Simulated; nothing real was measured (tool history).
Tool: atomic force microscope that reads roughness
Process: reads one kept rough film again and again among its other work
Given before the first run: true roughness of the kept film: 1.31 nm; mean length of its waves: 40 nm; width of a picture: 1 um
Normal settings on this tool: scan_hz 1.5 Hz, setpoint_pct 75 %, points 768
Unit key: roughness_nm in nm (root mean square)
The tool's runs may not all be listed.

run 1 hour=0 | scan_hz=1.5 setpoint_pct=75 points=768 | roughness_nm=1.168
run 2 hour=18.2 | scan_hz=1.5 setpoint_pct=75 points=768 | roughness_nm=1.158
-- hour=30.8 new tip fitted
run 3 hour=35.4 | scan_hz=1.5 setpoint_pct=75 points=768 | roughness_nm=1.2
run 4 hour=50 | scan_hz=0.81 setpoint_pct=75 points=768 | roughness_nm=1.227
run 5 hour=66.9 | scan_hz=0.81 setpoint_pct=75 points=768 | roughness_nm=1.207
run 6 hour=100.8 | scan_hz=0.81 setpoint_pct=75 points=768 | roughness_nm=1.183
run 7 hour=127.4 | scan_hz=1.5 setpoint_pct=75 points=768 | roughness_nm=1.143
-- hour=133.6 new tip fitted
run 8 hour=145.6 | scan_hz=1.5 setpoint_pct=75 points=768 | roughness_nm=1.195
run 9 hour=177.6 | scan_hz=1.5 setpoint_pct=75 points=768 | roughness_nm=1.165
run 10 hour=199.6 | scan_hz=1.5 setpoint_pct=75 points=768 | roughness_nm=1.16
run 11 hour=213.7 | scan_hz=1.5 setpoint_pct=75 points=493 | roughness_nm=1.156
-- hour=237 new tip fitted
run 12 hour=247.8 | scan_hz=1.5 setpoint_pct=75 points=493 | roughness_nm=1.189
run 13 hour=263 | scan_hz=1.6 setpoint_pct=75 points=768 | roughness_nm=1.19
run 14 hour=277.8 | scan_hz=1.6 setpoint_pct=75 points=768 | roughness_nm=1.18
run 15 hour=301.3 | scan_hz=1.6 setpoint_pct=75 points=768 | roughness_nm=1.158
run 16 hour=328.7 | scan_hz=1.6 setpoint_pct=75 points=768 | roughness_nm=1.147
-- hour=341.8 new tip fitted
run 17 hour=361.5 | scan_hz=1.6 setpoint_pct=75 points=768 | roughness_nm=1.177
run 18 hour=393.3 | scan_hz=1.6 setpoint_pct=75 points=768 | roughness_nm=1.167
run 19 hour=421.2 | scan_hz=0.67 setpoint_pct=75 points=768 | roughness_nm=1.192
run 20 hour=441 | scan_hz=1.5 setpoint_pct=75 points=422 | roughness_nm=1.138
-- hour=444.3 new tip fitted
run 21 hour=458.1 | scan_hz=1.5 setpoint_pct=75 points=422 | roughness_nm=1.189
run 22 hour=472.5 | scan_hz=1.5 setpoint_pct=76 points=422 | roughness_nm=1.168
run 23 hour=501.1 | scan_hz=1.5 setpoint_pct=76 points=422 | roughness_nm=1.157
run 24 hour=527.1 | scan_hz=1.5 setpoint_pct=76 points=422 | roughness_nm=1.14
run 25 hour=542.1 | scan_hz=1.5 setpoint_pct=76 points=422 | roughness_nm=1.134
-- hour=547.7 new tip fitted
run 26 hour=560.7 | scan_hz=1.5 setpoint_pct=75 points=768 | roughness_nm=1.169
run 27 hour=580.6 | scan_hz=0.81 setpoint_pct=74 points=305 | roughness_nm=1.199
run 28 hour=595.8 | scan_hz=0.81 setpoint_pct=74 points=305 | roughness_nm=1.201
run 29 hour=616 | scan_hz=1.76 setpoint_pct=75 points=969 | roughness_nm=1.141
run 30 hour=646.9 | scan_hz=0.61 setpoint_pct=61 points=908 | roughness_nm=1.206
-- hour=650.9 new tip fitted
run 31 hour=669.1 | scan_hz=0.62 setpoint_pct=75 points=768 | roughness_nm=1.226
run 32 hour=699.5 | scan_hz=0.53 setpoint_pct=75 points=339 | roughness_nm=1.209
run 33 hour=729.3 | scan_hz=0.92 setpoint_pct=57 points=541 | roughness_nm=1.217
run 34 hour=749.7 | scan_hz=2.05 setpoint_pct=75 points=289 | roughness_nm=1.106
-- hour=755.3 new tip fitted
run 35 hour=774 | scan_hz=2.61 setpoint_pct=55 points=435 | roughness_nm=1.2
run 36 hour=792.9 | scan_hz=2.61 setpoint_pct=55 points=435 | roughness_nm=1.201
run 37 hour=825.6 | scan_hz=1.5 setpoint_pct=75 points=335 | roughness_nm=1.144
run 38 hour=848.2 | scan_hz=0.69 setpoint_pct=69 points=328 | roughness_nm=1.179
-- hour=858.2 new tip fitted
run 39 hour=869.9 | scan_hz=0.66 setpoint_pct=73 points=744 | roughness_nm=1.219
run 40 hour=887.9 | scan_hz=0.66 setpoint_pct=73 points=744 | roughness_nm=1.204
run 41 hour=922.1 | scan_hz=1.5 setpoint_pct=75 points=935 | roughness_nm=1.155
run 42 hour=952.7 | scan_hz=3.2 setpoint_pct=75 points=318 | roughness_nm=1.054
-- hour=962.4 new tip fitted
run 43 hour=974.7 | scan_hz=1.08 setpoint_pct=69 points=317 | roughness_nm=1.205
run 44 hour=1004.9 | scan_hz=1.08 setpoint_pct=69 points=317 | roughness_nm=1.201
run 45 hour=1027.1 | scan_hz=0.88 setpoint_pct=56 points=417 | roughness_nm=1.219
run 46 hour=1054.8 | scan_hz=0.95 setpoint_pct=65 points=417 | roughness_nm=1.17
-- hour=1066.4 new tip fitted
run 47 hour=1071.1 | scan_hz=0.74 setpoint_pct=78 points=273 | roughness_nm=1.199
run 48 hour=1093 | scan_hz=0.93 setpoint_pct=75 points=768 | roughness_nm=1.192
run 49 hour=1118.8 | scan_hz=0.93 setpoint_pct=75 points=768 | roughness_nm=1.187
run 50 hour=1145.5 | scan_hz=1.02 setpoint_pct=75 points=930 | roughness_nm=1.166
run 51 hour=1168.3 | scan_hz=1.5 setpoint_pct=87 points=878 | roughness_nm=1.066

5 ways to go on from here, each from the tool as it stands after run 51. What would each give?
-- hour=1171 new tip fitted
run A hour=1194.8 | scan_hz=0.65 setpoint_pct=59 points=768 | roughness_nm=?
-- hour=1171 new tip fitted
run B hour=1194.8 | scan_hz=0.66 setpoint_pct=75 points=482 | roughness_nm=?
-- hour=1171 new tip fitted
run C hour=1194.8 | scan_hz=1.88 setpoint_pct=76 points=747 | roughness_nm=?
-- hour=1171 new tip fitted
run D hour=1194.8 | scan_hz=3.13 setpoint_pct=80 points=377 | roughness_nm=?
-- hour=1171 new tip fitted
run E hour=1194.8 | scan_hz=1.5 setpoint_pct=57 points=1024 | roughness_nm=?

run=A roughness_nm=1.223
run=B roughness_nm=1.203
run=C roughness_nm=1.144
run=D roughness_nm=1.055
run=E roughness_nm=1.206
What these runs would have given with no unlogged condition in the tool:
run=A roughness_nm=1.268
run=B roughness_nm=1.247
run=C roughness_nm=1.186
run=D roughness_nm=1.094
run=E roughness_nm=1.251
